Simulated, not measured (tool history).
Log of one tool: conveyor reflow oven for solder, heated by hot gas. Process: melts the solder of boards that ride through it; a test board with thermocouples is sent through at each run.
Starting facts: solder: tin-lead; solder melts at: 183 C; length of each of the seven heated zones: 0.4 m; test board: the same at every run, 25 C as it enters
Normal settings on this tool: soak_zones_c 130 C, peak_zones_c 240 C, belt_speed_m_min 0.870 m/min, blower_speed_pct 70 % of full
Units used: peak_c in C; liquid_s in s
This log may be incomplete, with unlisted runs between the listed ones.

run	hour	soak_zones_c	peak_zones_c	belt_speed_m_min	blower_speed_pct	peak_c	liquid_s
1	0.0	130	240	0.870	70	225.7	44.6
2	31.1	130	240	0.870	70	225.6	43.8
3	66.0	130	240	0.870	70	225.7	44.3
4	110.6	130	240	0.870	70	225.3	43.7
5	158.6	130	240	0.870	70	224.7	43.3
6	194.5	130	240	0.870	70	223.5	43.2
# hour 210.5: flux residue cleaned out of gas plates and filters
7	237.5	130	240	0.870	70	226.2	44.8
8	265.1	130	240	0.870	70	226.0	44.7
9	314.7	130	240	0.870	70	225.6	44.2
10	340.2	130	240	0.870	70	225.8	44.1
11	368.8	130	240	0.870	70	225.7	44.3
12	417.9	130	240	0.870	70	225.1	44.5
13	449.2	130	240	0.870	70	224.5	44.1
# hour 470.2: flux residue cleaned out of gas plates and filters
14	497.8	130	240	0.870	70	226.7	44.6
15	542.7	130	240	0.870	70	226.5	44.7
16	573.6	132	240	0.870	73	226.9	45.5
17	612.3	138	240	0.870	70	227.2	47.0
18	642.5	127	252	0.732	51	236.9	57.6
19	672.7	127	252	0.732	51	237.0	58.0
20	717.2	127	252	0.732	51	236.5	58.1
# hour 731.0: flux residue cleaned out of gas plates and filters
21	758.3	127	231	0.732	80	224.1	53.2
22	802.9	127	231	1.020	80	214.9	32.2
23	824.4	130	241	0.929	70	225.5	41.7
24	872.1	130	229	0.914	89	218.3	40.1
25	912.1	138	229	0.767	74	221.0	51.4
26	955.2	139	240	0.870	58	224.7	45.5
27	980.7	130	245	0.870	89	233.7	48.2
# hour 990.0: flux residue cleaned out of gas plates and filters
28	1022.2	130	245	0.923	70	230.6	43.9
# hour 1028.1: thermocouples of zones 6 and 7 changed
29	1051.9	141	245	0.923	57	227.2	44.6
30	1086.5	144	230	0.908	86	220.2	44.0

Here are 3 independent what-if runs from the current tool condition. What would each one return?
A	1119.9	117	240	0.707	53	?	?
B	1119.9	144	230	1.037	86	?	?
C	1119.9	130	250	0.870	70	?	?

run	peak_c	liquid_s
A	227.2	53.0
B	217.1	36.9
C	235.5	48.2
With the hidden condition removed and each run's random variation left untouched, the same runs would have given:
run	peak_c	liquid_s
A	226.7	51.9
B	216.9	36.3
C	235.3	47.3

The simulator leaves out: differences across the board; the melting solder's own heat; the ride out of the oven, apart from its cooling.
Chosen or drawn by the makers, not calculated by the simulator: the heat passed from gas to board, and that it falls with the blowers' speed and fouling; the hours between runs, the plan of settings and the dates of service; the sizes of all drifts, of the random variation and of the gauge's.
